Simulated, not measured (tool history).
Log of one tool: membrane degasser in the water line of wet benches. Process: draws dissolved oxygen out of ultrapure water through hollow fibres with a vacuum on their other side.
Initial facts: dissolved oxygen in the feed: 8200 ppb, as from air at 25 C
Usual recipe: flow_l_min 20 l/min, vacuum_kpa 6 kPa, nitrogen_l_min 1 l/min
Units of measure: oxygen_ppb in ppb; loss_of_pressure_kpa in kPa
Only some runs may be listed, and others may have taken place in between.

run	hour	flow_l_min	vacuum_kpa	nitrogen_l_min	oxygen_ppb	loss_of_pressure_kpa
1	0	20	6	1	207.8	38.48
2	130.6	20	6	1	207.8	38.77
3	274.1	20	6	1	203.9	38.33
4	372.9	20	6	1	207.8	38.57
5	486.2	20	6	1	211.6	38.72
6	564.6	20	6	1	206.8	38.5
7	689.5	20	6	1.17	192.6	38.76
8	778.6	20	6	1.17	197.2	38.46
9	893.5	14	9	0.79	263.6	27.28
10	1005.3	20	9.82	0.74	457.6	38.65
11	1152	20	9.82	0.74	466.2	38.81
12	1272.3	21	12.38	1.6	372.1	40.76
13	1359.5	20	13.59	1.88	344.1	38.91

5 options for the next run, each taken on its own from the tool as it stands now. Forecast them:
A	1489.6	19	4.2	1	?	?
B	1489.6	12	13.15	2.37	?	?
C	1489.6	23	13.59	1.88	?	?
D	1489.6	32	4.1	1.91	?	?
E	1489.6	26	7.78	1.2	?	?

run	oxygen_ppb	loss_of_pressure_kpa
A	126.9	37.13
B	149.3	23.58
C	409	44.73
D	273.7	62.27
E	380.2	50.81
Stripped of hidden state, with their random variation kept, the same runs would have yielded:
run	oxygen_ppb	loss_of_pressure_kpa
A	107.7	35.68
B	140.4	22.67
C	385.2	42.98
D	237.2	59.83
E	350.4	48.82

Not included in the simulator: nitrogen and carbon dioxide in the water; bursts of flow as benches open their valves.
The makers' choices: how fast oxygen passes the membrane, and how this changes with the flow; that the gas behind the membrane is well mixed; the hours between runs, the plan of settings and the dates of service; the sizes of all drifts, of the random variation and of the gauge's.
